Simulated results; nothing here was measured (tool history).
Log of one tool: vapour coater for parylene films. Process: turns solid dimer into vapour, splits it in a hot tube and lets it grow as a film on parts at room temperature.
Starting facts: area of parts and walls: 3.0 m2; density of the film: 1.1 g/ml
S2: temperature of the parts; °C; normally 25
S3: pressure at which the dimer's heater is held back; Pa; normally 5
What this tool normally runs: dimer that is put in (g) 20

{"run": 1, "hour": 0.0, "dimer that is put in (g)": 20, "S2": 25, "S3": 5, "thickness of the film (um)": 2.79}
{"run": 2, "hour": 33.6, "dimer that is put in (g)": 20, "S2": 25, "S3": 5, "thickness of the film (um)": 2.79}
{"run": 3, "hour": 61.4, "dimer that is put in (g)": 20, "S2": 22, "S3": 5, "thickness of the film (um)": 3.09}
{"run": 4, "hour": 96.3, "dimer that is put in (g)": 20, "S2": 25, "S3": 5, "thickness of the film (um)": 2.74}
{"run": 5, "hour": 129.1, "dimer that is put in (g)": 20, "S2": 28, "S3": 5, "thickness of the film (um)": 2.45}
{"run": 6, "hour": 144.2, "dimer that is put in (g)": 20, "S2": 28, "S3": 5, "thickness of the film (um)": 2.45}
{"run": 7, "hour": 159.5, "dimer that is put in (g)": 20, "S2": 27, "S3": 5, "thickness of the film (um)": 2.54}
{"run": 8, "hour": 175.3, "dimer that is put in (g)": 20, "S2": 19, "S3": 5, "thickness of the film (um)": 3.31}
{"run": 9, "hour": 201.3, "dimer that is put in (g)": 20, "S2": 19, "S3": 5, "thickness of the film (um)": 3.33}
{"run": 10, "hour": 229.2, "dimer that is put in (g)": 20, "S2": 25, "S3": 9.54, "thickness of the film (um)": 2.44}
{"run": 11, "hour": 260.5, "dimer that is put in (g)": 20, "S2": 25, "S3": 9.54, "thickness of the film (um)": 2.4}
{"run": 12, "hour": 289.8, "dimer that is put in (g)": 20, "S2": 25, "S3": 9.54, "thickness of the film (um)": 2.37}
{"run": 13, "hour": 315.2, "dimer that is put in (g)": 20, "S2": 25, "S3": 5, "thickness of the film (um)": 2.59}
{"run": 14, "hour": 345.7, "dimer that is put in (g)": 20, "S2": 25, "S3": 5, "thickness of the film (um)": 2.62}
{"run": 15, "hour": 359.9, "dimer that is put in (g)": 20, "S2": 25, "S3": 5, "thickness of the film (um)": 2.58}
{"run": 16, "hour": 381.5, "dimer that is put in (g)": 20, "S2": 25, "S3": 5, "thickness of the film (um)": 2.56}
{"hour": 392.8, "done": "trap's valve overhauled"}
{"run": 17, "hour": 403.3, "dimer that is put in (g)": 20, "S2": 25, "S3": 5, "thickness of the film (um)": 2.42}
{"run": 18, "hour": 432.0, "dimer that is put in (g)": 20, "S2": 25, "S3": 5, "thickness of the film (um)": 2.37}
{"run": 19, "hour": 450.6, "dimer that is put in (g)": 20, "S2": 25, "S3": 5, "thickness of the film (um)": 2.37}
{"run": 20, "hour": 475.5, "dimer that is put in (g)": 20, "S2": 25, "S3": 5, "thickness of the film (um)": 2.39}
{"run": 21, "hour": 509.7, "dimer that is put in (g)": 11, "S2": 25, "S3": 5, "thickness of the film (um)": 1.28}
{"hour": 523.7, "done": "trap's valve overhauled, once more"}
{"run": 22, "hour": 538.2, "dimer that is put in (g)": 11, "S2": 25, "S3": 5, "thickness of the film (um)": 1.61}
{"run": 23, "hour": 568.7, "dimer that is put in (g)": 19, "S2": 30, "S3": 4.74, "thickness of the film (um)": 2.29}
{"run": 24, "hour": 593.8, "dimer that is put in (g)": 19, "S2": 30, "S3": 4.74, "thickness of the film (um)": 2.28}
{"run": 25, "hour": 628.5, "dimer that is put in (g)": 19, "S2": 30, "S3": 4.74, "thickness of the film (um)": 2.25}
{"run": 26, "hour": 658.5, "dimer that is put in (g)": 19, "S2": 30, "S3": 4.74, "thickness of the film (um)": 2.23}
{"run": 27, "hour": 683.0, "dimer that is put in (g)": 19, "S2": 30, "S3": 4.74, "thickness of the film (um)": 2.23}
{"run": 28, "hour": 704.3, "dimer that is put in (g)": 11, "S2": 30, "S3": 3.23, "thickness of the film (um)": 1.35}
{"run": 29, "hour": 719.5, "dimer that is put in (g)": 16, "S2": 34, "S3": 6.76, "thickness of the film (um)": 1.54}
{"run": 30, "hour": 742.4, "dimer that is put in (g)": 16, "S2": 34, "S3": 6.76, "thickness of the film (um)": 1.54}
{"run": 31, "hour": 762.7, "dimer that is put in (g)": 8, "S2": 21, "S3": 6.4, "thickness of the film (um)": 1.2}
{"run": 32, "hour": 797.0, "dimer that is put in (g)": 15, "S2": 24, "S3": 5, "thickness of the film (um)": 2.11}
{"run": 33, "hour": 826.4, "dimer that is put in (g)": 15, "S2": 33, "S3": 11.42, "thickness of the film (um)": 1.35}
{"run": 34, "hour": 856.0, "dimer that is put in (g)": 8, "S2": 19, "S3": 7.8, "thickness of the film (um)": 1.23}
{"run": 35, "hour": 889.9, "dimer that is put in (g)": 8, "S2": 19, "S3": 7.8, "thickness of the film (um)": 1.2}
{"run": 36, "hour": 922.9, "dimer that is put in (g)": 8, "S2": 19, "S3": 7.8, "thickness of the film (um)": 1.2}
{"run": 37, "hour": 939.8, "dimer that is put in (g)": 26, "S2": 22, "S3": 2.23, "thickness of the film (um)": 4.22}
{"run": 38, "hour": 956.7, "dimer that is put in (g)": 14, "S2": 18, "S3": 4.17, "thickness of the film (um)": 2.36}
{"run": 39, "hour": 977.7, "dimer that is put in (g)": 14, "S2": 18, "S3": 4.17, "thickness of the film (um)": 2.34}
{"hour": 1008.9, "done": "trap's valve overhauled"}
{"run": 40, "hour": 1016.7, "dimer that is put in (g)": 19, "S2": 34, "S3": 7.31, "thickness of the film (um)": 1.94}
{"run": 41, "hour": 1046.2, "dimer that is put in (g)": 19, "S2": 34, "S3": 7.31, "thickness of the film (um)": 1.89}
{"run": 42, "hour": 1081.0, "dimer that is put in (g)": 19, "S2": 34, "S3": 7.31, "thickness of the film (um)": 1.9}
{"run": 43, "hour": 1098.1, "dimer that is put in (g)": 20, "S2": 18, "S3": 5, "thickness of the film (um)": 3.6}

Alternative continuations, all from the tool just after run 43; predict every row:
{"run": "A", "hour": 1125.1, "dimer that is put in (g)": 12, "S2": 19, "S3": 5, "thickness of the film (um)": "?"}
{"run": "B", "hour": 1125.1, "dimer that is put in (g)": 16, "S2": 19, "S3": 10.52, "thickness of the film (um)": "?"}
{"run": "C", "hour": 1125.1, "dimer that is put in (g)": 20, "S2": 24, "S3": 5, "thickness of the film (um)": "?"}
{"run": "D", "hour": 1125.1, "dimer that is put in (g)": 20, "S2": 28, "S3": 5, "thickness of the film (um)": "?"}
{"run": "E", "hour": 1125.1, "dimer that is put in (g)": 9, "S2": 34, "S3": 6.05, "thickness of the film (um)": "?"}

run=A thickness_of_the_film_(um)=2.1
run=B thickness_of_the_film_(um)=2.49
run=C thickness_of_the_film_(um)=2.93
run=D thickness_of_the_film_(um)=2.57
run=E thickness_of_the_film_(um)=0.9
What these runs would have given with no unlogged condition in the tool:
run=A thickness_of_the_film_(um)=2.12
run=B thickness_of_the_film_(um)=2.52
run=C thickness_of_the_film_(um)=2.96
run=D thickness_of_the_film_(um)=2.59
run=E thickness_of_the_film_(um)=0.91
